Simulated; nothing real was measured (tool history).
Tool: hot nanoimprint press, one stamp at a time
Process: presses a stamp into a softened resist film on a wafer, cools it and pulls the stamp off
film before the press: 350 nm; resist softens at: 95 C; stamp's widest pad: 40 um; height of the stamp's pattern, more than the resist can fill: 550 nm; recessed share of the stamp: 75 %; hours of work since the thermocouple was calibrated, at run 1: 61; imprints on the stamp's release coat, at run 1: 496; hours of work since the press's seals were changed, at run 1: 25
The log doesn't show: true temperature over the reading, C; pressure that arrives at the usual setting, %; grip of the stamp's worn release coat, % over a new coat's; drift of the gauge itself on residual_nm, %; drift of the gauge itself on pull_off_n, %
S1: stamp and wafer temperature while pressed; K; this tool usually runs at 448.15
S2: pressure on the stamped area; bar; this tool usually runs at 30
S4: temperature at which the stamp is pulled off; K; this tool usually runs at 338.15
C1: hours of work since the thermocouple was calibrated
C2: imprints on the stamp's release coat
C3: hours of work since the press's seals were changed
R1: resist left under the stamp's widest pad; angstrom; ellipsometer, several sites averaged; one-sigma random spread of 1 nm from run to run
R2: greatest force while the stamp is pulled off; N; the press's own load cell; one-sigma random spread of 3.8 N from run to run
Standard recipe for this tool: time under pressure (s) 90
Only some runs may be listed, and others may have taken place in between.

{"run": 1, "day": 0.0, "S1": 448.15, "S2": 30, "time under pressure (s)": 90, "S4": 338.15, "C1": 61, "C2": 496, "C3": 25, "R1": 1467, "R2": 206}
{"run": 2, "day": 1.812, "S1": 448.15, "S2": 28.7, "time under pressure (s)": 90, "S4": 338.15, "C1": 82, "C2": 624, "C3": 46, "R1": 1512, "R2": 226}
{"run": 3, "day": 2.892, "S1": 448.15, "S2": 30, "time under pressure (s)": 90, "S4": 338.15, "C1": 94, "C2": 701, "C3": 59, "R1": 1489, "R2": 216}
{"run": 4, "day": 3.912, "S1": 448.15, "S2": 30, "time under pressure (s)": 90, "S4": 331.15, "C1": 106, "C2": 773, "C3": 70, "R1": 1461, "R2": 276}
{"run": 5, "day": 5.562, "S1": 448.15, "S2": 30, "time under pressure (s)": 90, "S4": 331.15, "C1": 126, "C2": 890, "C3": 90, "R1": 1492, "R2": 283}
{"run": 6, "day": 6.771, "S1": 448.15, "S2": 30, "time under pressure (s)": 90, "S4": 331.15, "C1": 140, "C2": 976, "C3": 104, "R1": 1479, "R2": 290}
{"run": 7, "day": 8.279, "S1": 448.15, "S2": 30, "time under pressure (s)": 90, "S4": 338.15, "C1": 157, "C2": 1083, "C3": 121, "R1": 1482, "R2": 244}
{"run": 8, "day": 9.133, "S1": 448.15, "S2": 30, "time under pressure (s)": 90, "S4": 338.15, "C1": 167, "C2": 1143, "C3": 131, "R1": 1499, "R2": 241}
{"day": 10.012, "done": "stamp cleaned and given a new release coat"}
{"run": 9, "day": 11.0, "S1": 448.15, "S2": 30, "time under pressure (s)": 90, "S4": 338.15, "C1": 186, "C2": 70, "C3": 150, "R1": 1481, "R2": 197}
{"run": 10, "day": 12.008, "S1": 448.15, "S2": 30, "time under pressure (s)": 90, "S4": 338.15, "C1": 198, "C2": 141, "C3": 162, "R1": 1488, "R2": 202}
{"run": 11, "day": 13.592, "S1": 448.15, "S2": 30, "time under pressure (s)": 90, "S4": 338.15, "C1": 216, "C2": 254, "C3": 181, "R1": 1515, "R2": 196}
{"run": 12, "day": 14.692, "S1": 448.15, "S2": 30, "time under pressure (s)": 90, "S4": 338.15, "C1": 229, "C2": 332, "C3": 193, "R1": 1497, "R2": 205}
{"run": 13, "day": 15.933, "S1": 448.15, "S2": 30, "time under pressure (s)": 90, "S4": 338.15, "C1": 244, "C2": 420, "C3": 208, "R1": 1507, "R2": 210}
{"run": 14, "day": 17.579, "S1": 442.15, "S2": 34.5, "time under pressure (s)": 90, "S4": 346.15, "C1": 263, "C2": 536, "C3": 227, "R1": 1697, "R2": 166}
{"run": 15, "day": 18.5, "S1": 455.15, "S2": 19.7, "time under pressure (s)": 90, "S4": 325.15, "C1": 274, "C2": 602, "C3": 238, "R1": 1532, "R2": 295}
{"run": 16, "day": 19.612, "S1": 443.15, "S2": 22.6, "time under pressure (s)": 90, "S4": 325.15, "C1": 287, "C2": 680, "C3": 251, "R1": 2048, "R2": 314}
{"run": 17, "day": 21.338, "S1": 448.15, "S2": 30, "time under pressure (s)": 121, "S4": 332.15, "C1": 307, "C2": 803, "C3": 271, "R1": 1374, "R2": 274}
{"run": 18, "day": 23.146, "S1": 456.15, "S2": 18.9, "time under pressure (s)": 93, "S4": 332.15, "C1": 328, "C2": 931, "C3": 292, "R1": 1503, "R2": 284}
{"run": 19, "day": 24.267, "S1": 448.15, "S2": 30, "time under pressure (s)": 159, "S4": 338.15, "C1": 341, "C2": 1011, "C3": 305, "R1": 1250, "R2": 245}
{"run": 20, "day": 25.258, "S1": 437.15, "S2": 30, "time under pressure (s)": 45, "S4": 338.15, "C1": 353, "C2": 1081, "C3": 317, "R1": 2597, "R2": 244}
{"run": 21, "day": 25.992, "S1": 457.15, "S2": 29.4, "time under pressure (s)": 45, "S4": 341.15, "C1": 361, "C2": 1133, "C3": 325, "R1": 1465, "R2": 226}
{"day": 27.0, "done": "stamp cleaned and given a new release coat"}
{"run": 22, "day": 27.125, "S1": 448.15, "S2": 34.4, "time under pressure (s)": 47, "S4": 338.15, "C1": 372, "C2": 9, "C3": 336, "R1": 1748, "R2": 189}
{"run": 23, "day": 28.533, "S1": 451.15, "S2": 30, "time under pressure (s)": 99, "S4": 338.15, "C1": 388, "C2": 108, "C3": 352, "R1": 1356, "R2": 194}
{"run": 24, "day": 29.946, "S1": 448.15, "S2": 30, "time under pressure (s)": 90, "S4": 333.15, "C1": 405, "C2": 209, "C3": 369, "R1": 1529, "R2": 225}
{"run": 25, "day": 31.321, "S1": 447.15, "S2": 34.5, "time under pressure (s)": 90, "S4": 333.15, "C1": 421, "C2": 306, "C3": 385, "R1": 1479, "R2": 231}
{"run": 26, "day": 32.833, "S1": 447.15, "S2": 34.5, "time under pressure (s)": 90, "S4": 333.15, "C1": 438, "C2": 413, "C3": 402, "R1": 1493, "R2": 245}

Alternative continuations, all from the tool just after run 26; predict every row:
{"run": "A", "day": 34.296, "S1": 447.15, "S2": 33, "time under pressure (s)": 90, "S4": 333.15, "C1": 455, "C2": 517, "C3": 419, "R1": "?", "R2": "?"}
{"run": "B", "day": 34.296, "S1": 448.15, "S2": 30, "time under pressure (s)": 172, "S4": 337.15, "C1": 455, "C2": 517, "C3": 419, "R1": "?", "R2": "?"}
{"run": "C", "day": 34.296, "S1": 459.15, "S2": 26.2, "time under pressure (s)": 108, "S4": 333.15, "C1": 455, "C2": 517, "C3": 419, "R1": "?", "R2": "?"}
{"run": "D", "day": 34.296, "S1": 448.15, "S2": 25, "time under pressure (s)": 90, "S4": 338.15, "C1": 455, "C2": 517, "C3": 419, "R1": "?", "R2": "?"}

run=A R1=1517 R2=240
run=B R1=1258 R2=223
run=C R1=1101 R2=239
run=D R1=1704 R2=216
Without the tool's unlogged condition, the same runs would have read:
run=A R1=1437 R2=206
run=B R1=1192 R2=191
run=C R1=1050 R2=205
run=D R1=1626 R2=184

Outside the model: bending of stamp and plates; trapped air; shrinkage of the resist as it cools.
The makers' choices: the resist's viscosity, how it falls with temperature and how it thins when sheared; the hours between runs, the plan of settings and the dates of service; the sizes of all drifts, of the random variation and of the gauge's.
